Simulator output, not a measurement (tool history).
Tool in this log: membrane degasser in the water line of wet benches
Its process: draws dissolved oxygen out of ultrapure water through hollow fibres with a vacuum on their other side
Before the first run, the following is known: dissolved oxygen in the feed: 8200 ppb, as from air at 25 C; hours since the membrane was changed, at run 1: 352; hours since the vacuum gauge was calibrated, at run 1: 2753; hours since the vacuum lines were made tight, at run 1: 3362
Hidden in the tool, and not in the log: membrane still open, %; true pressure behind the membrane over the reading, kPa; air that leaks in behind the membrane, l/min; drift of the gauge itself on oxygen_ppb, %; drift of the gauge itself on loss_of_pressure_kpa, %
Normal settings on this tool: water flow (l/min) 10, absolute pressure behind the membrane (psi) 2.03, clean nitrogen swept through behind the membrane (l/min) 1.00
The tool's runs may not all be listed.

| run | day | water flow (l/min) | absolute pressure behind the membrane (psi) | clean nitrogen swept through behind the membrane (l/min) | hours since the membrane was changed | hours since the vacuum gauge was calibrated | hours since the vacuum lines were made tight | dissolved oxygen in the water behind the degasser (ppb) | pressure that the water loses in the fibres (psi) |
|---|---|---|---|---|---|---|---|---|---|
| 1 | 0.000 | 10 | 2.03 | 1.00 | 352 | 2753 | 3362 | 247.3 | 8.725 |
| 2 | 2.554 | 13 | 2.03 | 1.00 | 413 | 2815 | 3423 | 314.0 | 11.301 |
| 3 | 5.417 | 10 | 1.93 | 1.00 | 482 | 2883 | 3492 | 235.3 | 8.728 |
| 4 | 8.229 | 10 | 1.93 | 1.00 | 549 | 2951 | 3559 | 233.2 | 8.740 |
| 5 | 10.300 | 10 | 1.93 | 1.00 | 599 | 3001 | 3609 | 234.3 | 8.743 |
| 6 | 12.400 | 10 | 2.03 | 1.39 | 649 | 3051 | 3659 | 184.5 | 8.736 |
| 7 | 14.188 | 10 | 2.03 | 2.47 | 692 | 3094 | 3702 | 110.1 | 8.826 |
| 8 | 16.704 | 10 | 2.03 | 1.64 | 753 | 3154 | 3763 | 159.1 | 8.749 |
| 9 | 18.342 | 10 | 2.03 | 1.00 | 792 | 3194 | 3802 | 251.7 | 8.814 |
| 10 | 20.296 | 10 | 2.03 | 1.00 | 839 | 3240 | 3849 | 246.7 | 8.763 |
| 11 | 22.279 | 10 | 2.90 | 1.00 | 887 | 3288 | 3896 | 389.6 | 8.853 |
| 12 | 24.479 | 10 | 2.03 | 1.00 | 939 | 3341 | 3949 | 254.2 | 8.788 |
| 13 | 27.196 | 10 | 2.03 | 0.58 | 1005 | 3406 | 4015 | 405.6 | 8.914 |
| 14 | 29.138 | 7 | 2.74 | 0.76 | 1051 | 3453 | 4061 | 329.3 | 6.219 |
| 15 | 31.088 | 7 | 2.74 | 0.99 | 1098 | 3499 | 4108 | 258.8 | 6.221 |
| 16 | 32.742 | 10 | 2.67 | 0.99 | 1138 | 3539 | 4148 | 348.0 | 8.855 |
|  | 34.117 | gauge calibrated |
| 17 | 35.004 | 7 | 2.87 | 0.99 | 1192 | 3593 | 4202 | 274.2 | 6.031 |
| 18 | 37.550 | 11 | 2.87 | 0.79 | 1253 | 3655 | 4263 | 505.8 | 9.561 |
| 19 | 39.588 | 12 | 2.03 | 0.46 | 1302 | 3703 | 4312 | 568.9 | 10.440 |
| 20 | 42.442 | 10 | 4.42 | 1.00 | 1371 | 3772 | 4380 | 602.1 | 8.699 |
| 21 | 44.104 | 10 | 2.87 | 1.00 | 1410 | 3812 | 4420 | 379.5 | 8.731 |
| 22 | 45.792 | 10 | 4.35 | 2.88 | 1451 | 3852 | 4461 | 223.1 | 8.736 |
| 23 | 47.758 | 10 | 4.35 | 2.88 | 1498 | 3900 | 4508 | 225.4 | 8.702 |
| 24 | 50.438 | 10 | 4.35 | 2.88 | 1562 | 3964 | 4572 | 225.6 | 8.770 |
| 25 | 52.288 | 16 | 1.45 | 1.90 | 1607 | 4008 | 4617 | 142.4 | 13.977 |
| 26 | 55.250 | 15 | 1.55 | 0.89 | 1678 | 4079 | 4688 | 284.4 | 13.226 |

Below are 3 alternative next runs, each starting from the tool's condition after run 26. Predict each:
| A | 57.692 | 10 | 1.28 | 0.82 | 1736 | 4138 | 4746 | ? | ? |
| B | 57.692 | 12 | 2.15 | 2.68 | 1736 | 4138 | 4746 | ? | ? |
| C | 57.692 | 15 | 2.10 | 0.89 | 1736 | 4138 | 4746 | ? | ? |

| run | dissolved oxygen in the water behind the degasser (ppb) | pressure that the water loses in the fibres (psi) |
|---|---|---|
| A | 157.6 | 8.805 |
| B | 126.4 | 10.636 |
| C | 419.0 | 13.262 |
What these runs would have given with no unlogged condition in the tool:
| run | dissolved oxygen in the water behind the degasser (ppb) | pressure that the water loses in the fibres (psi) |
|---|---|---|
| A | 157.3 | 8.634 |
| B | 126.2 | 10.430 |
| C | 418.7 | 13.006 |

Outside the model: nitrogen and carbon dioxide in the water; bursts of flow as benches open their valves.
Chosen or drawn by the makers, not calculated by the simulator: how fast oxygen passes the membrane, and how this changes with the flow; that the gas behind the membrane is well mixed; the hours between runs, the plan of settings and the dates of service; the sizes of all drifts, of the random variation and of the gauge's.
